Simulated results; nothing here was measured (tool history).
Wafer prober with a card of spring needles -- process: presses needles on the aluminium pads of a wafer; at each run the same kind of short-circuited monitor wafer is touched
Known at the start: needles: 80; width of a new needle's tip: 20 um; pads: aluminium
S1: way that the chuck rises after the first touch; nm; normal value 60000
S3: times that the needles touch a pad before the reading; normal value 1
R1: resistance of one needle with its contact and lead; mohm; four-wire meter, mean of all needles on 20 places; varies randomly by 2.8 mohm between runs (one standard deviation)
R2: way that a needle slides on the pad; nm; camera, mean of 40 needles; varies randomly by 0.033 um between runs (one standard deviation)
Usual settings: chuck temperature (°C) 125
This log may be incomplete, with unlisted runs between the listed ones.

{"run": 1, "hour": 0.0, "S1": 60000, "chuck temperature (°C)": 125, "S3": 1, "R1": 460, "R2": 12360}
{"hour": 16.1, "done": "tips cleaned on abrasive film"}
{"hour": 36.4, "done": "tips cleaned on abrasive film"}
{"run": 2, "hour": 36.4, "S1": 60000, "chuck temperature (°C)": 125, "S3": 1, "R1": 368, "R2": 12360}
{"hour": 60.5, "done": "tips cleaned on abrasive film"}
{"run": 3, "hour": 68.3, "S1": 60000, "chuck temperature (°C)": 125, "S3": 1, "R1": 537, "R2": 12300}
{"hour": 83.6, "done": "tips cleaned on abrasive film"}
{"run": 4, "hour": 92.4, "S1": 60000, "chuck temperature (°C)": 125, "S3": 1, "R1": 557, "R2": 12340}
{"hour": 104.0, "done": "tips cleaned on abrasive film"}
{"hour": 112.1, "done": "height of the first contact set anew"}
{"hour": 124.0, "done": "tips cleaned on abrasive film"}
{"hour": 145.8, "done": "tips cleaned on abrasive film"}
{"run": 5, "hour": 150.8, "S1": 45000, "chuck temperature (°C)": 125, "S3": 1, "R1": 576, "R2": 9420}
{"hour": 165.9, "done": "tips cleaned on abrasive film"}
{"hour": 186.9, "done": "tips cleaned on abrasive film"}
{"run": 6, "hour": 187.3, "S1": 71000, "chuck temperature (°C)": 125, "S3": 1, "R1": 361, "R2": 14770}
{"hour": 208.2, "done": "tips cleaned on abrasive film"}
{"hour": 229.4, "done": "tips cleaned on abrasive film"}
{"run": 7, "hour": 229.4, "S1": 60000, "chuck temperature (°C)": 35, "S3": 1, "R1": 332, "R2": 12530}
{"hour": 251.3, "done": "tips cleaned on abrasive film"}
{"run": 8, "hour": 269.6, "S1": 60000, "chuck temperature (°C)": 35, "S3": 1, "R1": 662, "R2": 12530}
{"hour": 273.6, "done": "tips cleaned on abrasive film"}
{"hour": 295.1, "done": "tips cleaned on abrasive film"}
{"hour": 316.2, "done": "tips cleaned on abrasive film"}
{"run": 9, "hour": 324.0, "S1": 48000, "chuck temperature (°C)": 125, "S3": 1, "R1": 650, "R2": 10000}
{"hour": 339.1, "done": "tips cleaned on abrasive film"}
{"hour": 362.5, "done": "tips cleaned on abrasive film"}
{"run": 10, "hour": 374.6, "S1": 60000, "chuck temperature (°C)": 125, "S3": 2, "R1": 483, "R2": 12470}
{"hour": 382.5, "done": "tips cleaned on abrasive film"}
{"run": 11, "hour": 399.4, "S1": 60000, "chuck temperature (°C)": 125, "S3": 2, "R1": 514, "R2": 12460}
{"hour": 402.8, "done": "tips cleaned on abrasive film"}
{"hour": 423.0, "done": "tips cleaned on abrasive film"}
{"run": 12, "hour": 425.1, "S1": 60000, "chuck temperature (°C)": 125, "S3": 2, "R1": 384, "R2": 12390}
{"hour": 444.7, "done": "tips cleaned on abrasive film"}
{"hour": 466.5, "done": "tips cleaned on abrasive film"}
{"run": 13, "hour": 473.0, "S1": 60000, "chuck temperature (°C)": 125, "S3": 1, "R1": 497, "R2": 12400}
{"hour": 486.7, "done": "tips cleaned on abrasive film"}
{"hour": 506.7, "done": "tips cleaned on abrasive film"}
{"run": 14, "hour": 515.7, "S1": 60000, "chuck temperature (°C)": 125, "S3": 1, "R1": 544, "R2": 12410}
{"hour": 527.1, "done": "tips cleaned on abrasive film"}
{"hour": 547.6, "done": "tips cleaned on abrasive film"}
{"run": 15, "hour": 559.2, "S1": 60000, "chuck temperature (°C)": 125, "S3": 1, "R1": 590, "R2": 12360}
{"hour": 572.1, "done": "tips cleaned on abrasive film"}
{"hour": 592.1, "done": "tips cleaned on abrasive film"}
{"run": 16, "hour": 592.1, "S1": 52000, "chuck temperature (°C)": 69, "S3": 1, "R1": 354, "R2": 10650}
{"hour": 614.8, "done": "tips cleaned on abrasive film"}
{"hour": 635.1, "done": "tips cleaned on abrasive film"}
{"run": 17, "hour": 650.2, "S1": 45000, "chuck temperature (°C)": 75, "S3": 1, "R1": 929, "R2": 9280}
{"hour": 655.2, "done": "tips cleaned on abrasive film"}
{"hour": 676.0, "done": "tips cleaned on abrasive film"}
{"hour": 696.2, "done": "tips cleaned on abrasive film"}
{"run": 18, "hour": 705.8, "S1": 42000, "chuck temperature (°C)": 75, "S3": 1, "R1": 826, "R2": 8550}
{"hour": 717.9, "done": "tips cleaned on abrasive film"}
{"hour": 731.8, "done": "height of the first contact set anew"}
{"hour": 740.0, "done": "tips cleaned on abrasive film"}
{"run": 19, "hour": 748.2, "S1": 64000, "chuck temperature (°C)": 89, "S3": 2, "R1": 438, "R2": 13410}
{"hour": 760.6, "done": "tips cleaned on abrasive film"}
{"hour": 780.5, "done": "tips cleaned on abrasive film"}
{"run": 20, "hour": 798.0, "S1": 64000, "chuck temperature (°C)": 89, "S3": 2, "R1": 490, "R2": 13420}
{"hour": 802.4, "done": "tips cleaned on abrasive film"}
{"hour": 825.3, "done": "tips cleaned on abrasive film"}
{"hour": 845.3, "done": "tips cleaned on abrasive film"}
{"run": 21, "hour": 845.3, "S1": 60000, "chuck temperature (°C)": 47, "S3": 1, "R1": 328, "R2": 12490}
{"hour": 869.0, "done": "tips cleaned on abrasive film"}
{"run": 22, "hour": 876.2, "S1": 60000, "chuck temperature (°C)": 66, "S3": 1, "R1": 524, "R2": 12530}
{"hour": 889.3, "done": "tips cleaned on abrasive film"}
{"run": 23, "hour": 900.9, "S1": 60000, "chuck temperature (°C)": 66, "S3": 1, "R1": 601, "R2": 12500}
{"hour": 912.9, "done": "tips cleaned on abrasive film"}
{"run": 24, "hour": 929.6, "S1": 57000, "chuck temperature (°C)": 125, "S3": 1, "R1": 679, "R2": 11900}
{"hour": 934.5, "done": "tips cleaned on abrasive film"}
{"hour": 954.8, "done": "tips cleaned on abrasive film"}
{"hour": 975.0, "done": "tips cleaned on abrasive film"}
{"run": 25, "hour": 980.3, "S1": 44000, "chuck temperature (°C)": 50, "S3": 1, "R1": 591, "R2": 9130}
{"hour": 994.9, "done": "tips cleaned on abrasive film"}
{"hour": 1019.1, "done": "tips cleaned on abrasive film"}
{"run": 26, "hour": 1021.7, "S1": 78000, "chuck temperature (°C)": 29, "S3": 1, "R1": 342, "R2": 16110}
{"hour": 1040.6, "done": "tips cleaned on abrasive film"}
{"run": 27, "hour": 1051.0, "S1": 78000, "chuck temperature (°C)": 29, "S3": 1, "R1": 447, "R2": 16210}
{"hour": 1062.5, "done": "tips cleaned on abrasive film"}
{"hour": 1082.8, "done": "tips cleaned on abrasive film"}
{"run": 28, "hour": 1094.0, "S1": 57000, "chuck temperature (°C)": 29, "S3": 1, "R1": 655, "R2": 11790}
{"hour": 1103.2, "done": "tips cleaned on abrasive film"}
{"hour": 1124.7, "done": "tips cleaned on abrasive film"}
{"run": 29, "hour": 1125.4, "S1": 60000, "chuck temperature (°C)": 53, "S3": 1, "R1": 374, "R2": 12340}
{"hour": 1147.5, "done": "tips cleaned on abrasive film"}
{"hour": 1171.7, "done": "tips cleaned on abrasive film"}
{"run": 30, "hour": 1175.4, "S1": 57000, "chuck temperature (°C)": 73, "S3": 2, "R1": 397, "R2": 11700}

Alternative continuations, all from the tool just after run 30; predict every row:
{"hour": 1192.5, "done": "tips cleaned on abrasive film"}
{"hour": 1216.6, "done": "tips cleaned on abrasive film"}
{"run": "A", "hour": 1223.2, "S1": 70000, "chuck temperature (°C)": 110, "S3": 2, "R1": "?", "R2": "?"}
{"hour": 1192.5, "done": "tips cleaned on abrasive film"}
{"hour": 1216.6, "done": "tips cleaned on abrasive film"}
{"run": "B", "hour": 1223.2, "S1": 57000, "chuck temperature (°C)": 73, "S3": 2, "R1": "?", "R2": "?"}
{"hour": 1192.5, "done": "tips cleaned on abrasive film"}
{"hour": 1216.6, "done": "tips cleaned on abrasive film"}
{"run": "C", "hour": 1223.2, "S1": 73000, "chuck temperature (°C)": 103, "S3": 2, "R1": "?", "R2": "?"}

run=A R1=405 R2=14430
run=B R1=452 R2=11700
run=C R1=394 R2=15110
Stripped of hidden state, with their random variation kept, the same runs would have yielded:
run=A R1=315 R2=14650
run=B R1=312 R2=11920
run=C R1=310 R2=15330

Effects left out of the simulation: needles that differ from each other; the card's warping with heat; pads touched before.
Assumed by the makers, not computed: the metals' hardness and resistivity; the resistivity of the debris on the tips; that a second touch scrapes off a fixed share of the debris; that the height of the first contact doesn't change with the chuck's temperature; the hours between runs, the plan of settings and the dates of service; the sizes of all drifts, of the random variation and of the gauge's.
